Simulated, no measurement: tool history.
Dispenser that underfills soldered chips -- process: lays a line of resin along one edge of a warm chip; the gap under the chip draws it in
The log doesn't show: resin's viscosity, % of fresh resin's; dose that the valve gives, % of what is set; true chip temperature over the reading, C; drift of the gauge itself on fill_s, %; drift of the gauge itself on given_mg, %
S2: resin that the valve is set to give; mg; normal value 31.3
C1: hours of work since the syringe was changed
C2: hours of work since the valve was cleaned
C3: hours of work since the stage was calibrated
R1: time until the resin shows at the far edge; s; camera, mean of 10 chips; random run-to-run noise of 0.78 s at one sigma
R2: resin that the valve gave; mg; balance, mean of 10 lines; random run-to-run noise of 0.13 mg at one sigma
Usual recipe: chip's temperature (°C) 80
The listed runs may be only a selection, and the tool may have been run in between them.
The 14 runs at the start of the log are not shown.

{"run": 15, "day": 2.617, "chip's temperature (°C)": 92, "S2": 31.3, "C1": 4, "C2": 41, "C3": 68, "R1": 56.7, "R2": 30.35}
{"day": 2.7, "done": "new syringe of resin"}
{"run": 16, "day": 2.875, "chip's temperature (°C)": 82, "S2": 31.3, "C1": 3, "C2": 46, "C3": 73, "R1": 83.2, "R2": 30.13}
{"day": 3.017, "done": "new syringe of resin"}
{"run": 17, "day": 3.062, "chip's temperature (°C)": 81, "S2": 31.3, "C1": 1, "C2": 49, "C3": 76, "R1": 74.0, "R2": 29.96}
{"run": 18, "day": 3.3, "chip's temperature (°C)": 81, "S2": 31.3, "C1": 5, "C2": 54, "C3": 81, "R1": 105.7, "R2": 29.64}
{"day": 3.325, "done": "new syringe of resin"}
{"run": 19, "day": 3.458, "chip's temperature (°C)": 87, "S2": 32.2, "C1": 3, "C2": 56, "C3": 84, "R1": 62.7, "R2": 30.49}
{"day": 3.633, "done": "new syringe of resin"}
{"run": 20, "day": 3.692, "chip's temperature (°C)": 85, "S2": 35.5, "C1": 1, "C2": 60, "C3": 88, "R1": 59.0, "R2": 33.6}
{"day": 3.933, "done": "new syringe of resin"}
{"run": 21, "day": 3.933, "chip's temperature (°C)": 88, "S2": 31.3, "C1": 0, "C2": 65, "C3": 92, "R1": 48.8, "R2": 29.54}
{"run": 22, "day": 4.067, "chip's temperature (°C)": 66, "S2": 33.3, "C1": 2, "C2": 67, "C3": 95, "R1": 178.5, "R2": 31.48}
{"run": 23, "day": 4.188, "chip's temperature (°C)": 73, "S2": 29.8, "C1": 5, "C2": 70, "C3": 97, "R1": 151.6, "R2": 27.75}
{"day": 4.242, "done": "new syringe of resin"}
{"run": 24, "day": 4.333, "chip's temperature (°C)": 88, "S2": 26.6, "C1": 2, "C2": 72, "C3": 99, "R1": 58.8, "R2": 25.3}
{"day": 4.546, "done": "new syringe of resin"}
{"run": 25, "day": 4.546, "chip's temperature (°C)": 85, "S2": 36.2, "C1": 0, "C2": 76, "C3": 103, "R1": 55.1, "R2": 34.08}
{"day": 4.75, "done": "dispensing valve cleaned and set on the balance"}
{"run": 26, "day": 4.867, "chip's temperature (°C)": 86, "S2": 28.1, "C1": 5, "C2": 2, "C3": 109, "R1": 85.6, "R2": 28.11}
{"day": 4.9, "done": "new syringe of resin"}
{"run": 27, "day": 5.054, "chip's temperature (°C)": 80, "S2": 31.7, "C1": 3, "C2": 6, "C3": 112, "R1": 89.0, "R2": 31.79}
{"run": 28, "day": 5.183, "chip's temperature (°C)": 80, "S2": 31.7, "C1": 5, "C2": 8, "C3": 114, "R1": 107.8, "R2": 31.33}
{"day": 5.212, "done": "new syringe of resin"}
{"run": 29, "day": 5.417, "chip's temperature (°C)": 77, "S2": 35.9, "C1": 4, "C2": 12, "C3": 118, "R1": 109.2, "R2": 35.66}
{"day": 5.525, "done": "new syringe of resin"}
{"run": 30, "day": 5.683, "chip's temperature (°C)": 82, "S2": 28.3, "C1": 3, "C2": 17, "C3": 123, "R1": 81.7, "R2": 27.88}

Branching from run 30: 5 alternative next runs. What would each branch give?
{"day": 5.846, "done": "new syringe of resin"}
{"run": "A", "day": 5.892, "chip's temperature (°C)": 81, "S2": 29.4, "C1": 1, "C2": 21, "C3": 127, "R1": "?", "R2": "?"}
{"day": 5.846, "done": "new syringe of resin"}
{"run": "B", "day": 5.892, "chip's temperature (°C)": 90, "S2": 31.3, "C1": 1, "C2": 21, "C3": 127, "R1": "?", "R2": "?"}
{"day": 5.846, "done": "new syringe of resin"}
{"run": "C", "day": 5.892, "chip's temperature (°C)": 81, "S2": 33.8, "C1": 1, "C2": 21, "C3": 127, "R1": "?", "R2": "?"}
{"day": 5.846, "done": "new syringe of resin"}
{"run": "D", "day": 5.892, "chip's temperature (°C)": 83, "S2": 28.3, "C1": 1, "C2": 21, "C3": 127, "R1": "?", "R2": "?"}
{"day": 5.846, "done": "new syringe of resin"}
{"run": "E", "day": 5.892, "chip's temperature (°C)": 87, "S2": 28.3, "C1": 1, "C2": 21, "C3": 127, "R1": "?", "R2": "?"}

run=A R1=75.0 R2=28.90
run=B R1=46.0 R2=30.73
run=C R1=73.0 R2=33.22
run=D R1=66.6 R2=27.84
run=E R1=56.2 R2=27.67
The same runs, with their run-to-run variation unchanged, on a tool lacking any hidden condition would have given:
run=A R1=70.9 R2=29.42
run=B R1=43.5 R2=31.28
run=C R1=69.1 R2=33.81
run=D R1=62.8 R2=28.34
run=E R1=53.0 R2=28.16
